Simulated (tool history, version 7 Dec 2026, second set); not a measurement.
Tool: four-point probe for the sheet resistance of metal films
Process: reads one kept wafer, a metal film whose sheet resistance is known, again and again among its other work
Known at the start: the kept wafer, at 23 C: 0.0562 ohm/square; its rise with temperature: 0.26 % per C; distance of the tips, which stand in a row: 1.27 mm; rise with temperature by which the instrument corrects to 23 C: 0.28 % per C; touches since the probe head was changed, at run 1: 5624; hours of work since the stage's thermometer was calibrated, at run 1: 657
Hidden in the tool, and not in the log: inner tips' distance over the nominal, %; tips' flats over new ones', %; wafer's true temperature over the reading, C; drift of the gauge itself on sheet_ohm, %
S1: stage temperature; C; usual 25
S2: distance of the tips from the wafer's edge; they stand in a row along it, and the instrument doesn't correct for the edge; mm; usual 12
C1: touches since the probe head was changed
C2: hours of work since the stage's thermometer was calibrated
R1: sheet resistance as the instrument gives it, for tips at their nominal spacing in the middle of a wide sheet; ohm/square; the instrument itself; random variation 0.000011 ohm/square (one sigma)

run     day  S1  S2     C1    C2        R1
  1   0.000  25  12   5624   657  0.056698
  2   0.958  25  12   5956   670  0.056682
  3   1.775  25   7   6237   682  0.057341
  4   2.458  25   7   6473   691  0.057332
  5   3.350  25   7   6781   704  0.057353
  6   4.225  25   7   7083   716  0.057345
  7   4.812  25  36   7286   724  0.056407
  8   5.588  25  31   7554   735  0.056408
  9   6.846  25  12   7989   752  0.056697
 10   7.833  25  71   8329   766  0.056346
 11   9.025  25  23   8741   783  0.056457
 12   9.925  25  36   9051   795  0.056397
 13  10.479  25  36   9243   803  0.056390
 14  11.317  25  13   9532   815  0.056651
 15  11.975  25  13   9760   824  0.056634
 16  12.954  25  13  10097   838  0.056631
 17  13.875  25  12  10416   851  0.056687
 18  14.571  25  12  10656   860  0.056683
 19  15.650  20  12  11029   875  0.056768
 20  16.583  20  12  11351   888  0.056770
 21  17.942  25  12  11820   907  0.056677
 22  19.133  30  12  12232   924  0.056623
 23  20.212  30  12  12604   939  0.056611
 24  21.200  30   4  12945   953  0.059162
 25  22.088  20  19  13252   965  0.056552
 26  23.162  34  50  13623   980  0.056251
 27  24.508  34  50  14088   999  0.056254
 28  25.350  34  50  14379  1011  0.056239
 29  26.679  19  31  14837  1029  0.056478
 30  27.592  18  38  15152  1042  0.056467
 31  28.679  26   4  15528  1057  0.059200
 32  29.446  26   4  15793  1068  0.059202
 33  30.567  26   4  16180  1083  0.059226
 34  31.121  24   8  16372  1091  0.057121
 35  32.317  24   8  16784  1108  0.057103
 36  33.562  22  12  17215  1125  0.056713
 37  34.862  25   5  17664  1143  0.058203
 38  35.846  21  17  18003  1157  0.056536
 39  37.033  18  64  18412  1173  0.056445
 40  38.254  26   4  18834  1190  0.059209
 41  39.600  28  37  19299  1209  0.056326
 42  40.775  32  32  19705  1226  0.056286
 43  41.588  27   9  19986  1237  0.056893
 44  42.504  33   8  20302  1250  0.056968
 45  43.117  31   8  20513  1258  0.056988

The same runs without the tool's hidden state, with the same run-to-run variation:
run        R1
  1  0.056505
  2  0.056490
  3  0.057147
  4  0.057138
  5  0.057160
  6  0.057153
  7  0.056218
  8  0.056220
  9  0.056510
 10  0.056160
 11  0.056272
 12  0.056213
 13  0.056207
 14  0.056468
 15  0.056451
 16  0.056450
 17  0.056506
 18  0.056503
 19  0.056587
 20  0.056590
 21  0.056499
 22  0.056447
 23  0.056437
 24  0.058980
 25  0.056378
 26  0.056081
 27  0.056085
 28  0.056070
 29  0.056308
 30  0.056297
 31  0.059025
 32  0.059027
 33  0.059052
 34  0.056953
 35  0.056937
 36  0.056549
 37  0.058036
 38  0.056374
 39  0.056284
 40  0.059043
 41  0.056168
 42  0.056130
 43  0.056736
 44  0.056812
 45  0.056832
